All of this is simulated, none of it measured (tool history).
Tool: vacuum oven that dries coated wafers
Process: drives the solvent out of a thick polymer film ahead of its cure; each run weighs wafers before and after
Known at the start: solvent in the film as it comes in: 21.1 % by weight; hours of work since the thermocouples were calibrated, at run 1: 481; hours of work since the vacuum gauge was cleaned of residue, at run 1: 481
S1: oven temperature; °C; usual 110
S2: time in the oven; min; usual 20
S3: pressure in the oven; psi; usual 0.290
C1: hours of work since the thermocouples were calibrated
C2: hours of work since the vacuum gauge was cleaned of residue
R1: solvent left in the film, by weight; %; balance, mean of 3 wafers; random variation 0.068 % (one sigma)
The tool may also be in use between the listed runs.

run     day   S1  S2     S3    C1    C2    R1
  1   0.000  110  20  0.290   481   481  4.53
  2   4.812  110  20  0.290   573   573  4.75
  3   9.683  110  20  0.846   666   666  7.34
  4  11.975  110  20  0.846   710   710  7.16
  5  14.533  110  20  0.846   759   759  7.15
  6  17.238  110  20  0.846   811   811  7.19
  7  21.042  110  20  0.846   884   884  7.03
  8  23.362  110  16  0.290   929   929  5.82
  9  27.725  110  21  0.290  1012  1012  4.50
 10  32.179  110  21  0.290  1098  1098  4.49
 11  36.558  110  21  0.290  1182  1182  4.50
 12  39.758  104  26  0.290  1243  1243  5.17
 13  44.371   95  26  0.284  1331  1331  8.04
 14  48.438  120  20  0.315  1409  1409  2.55
 15  53.208  104  20  0.468  1501  1501  7.34
 16  55.388  110  27  0.468  1542  1542  4.19
     58.058  -- vacuum gauge cleaned of residue and calibrated
     58.929  -- oven's thermocouples calibrated
 17  58.929  110  14  0.290     0    15  6.56
 18  61.658  110  14  0.290    52    67  6.48
 19  65.358   99  20  0.290   123   138  8.00

Forecast each of these 4 alternatives for the next run:
  A  67.462  110  15  0.290  163  179   ?
  B  67.462   99  20  0.730  163  179   ?
  C  67.462   99  20  0.209  163  179   ?
  D  67.462  102  24  0.763  163  179   ?

run     R1
  A   6.17
  B  10.45
  C   7.63
  D   8.57
Without the tool's hidden state the same runs would have given:
run     R1
  A   6.16
  B  10.44
  C   7.62
  D   8.55
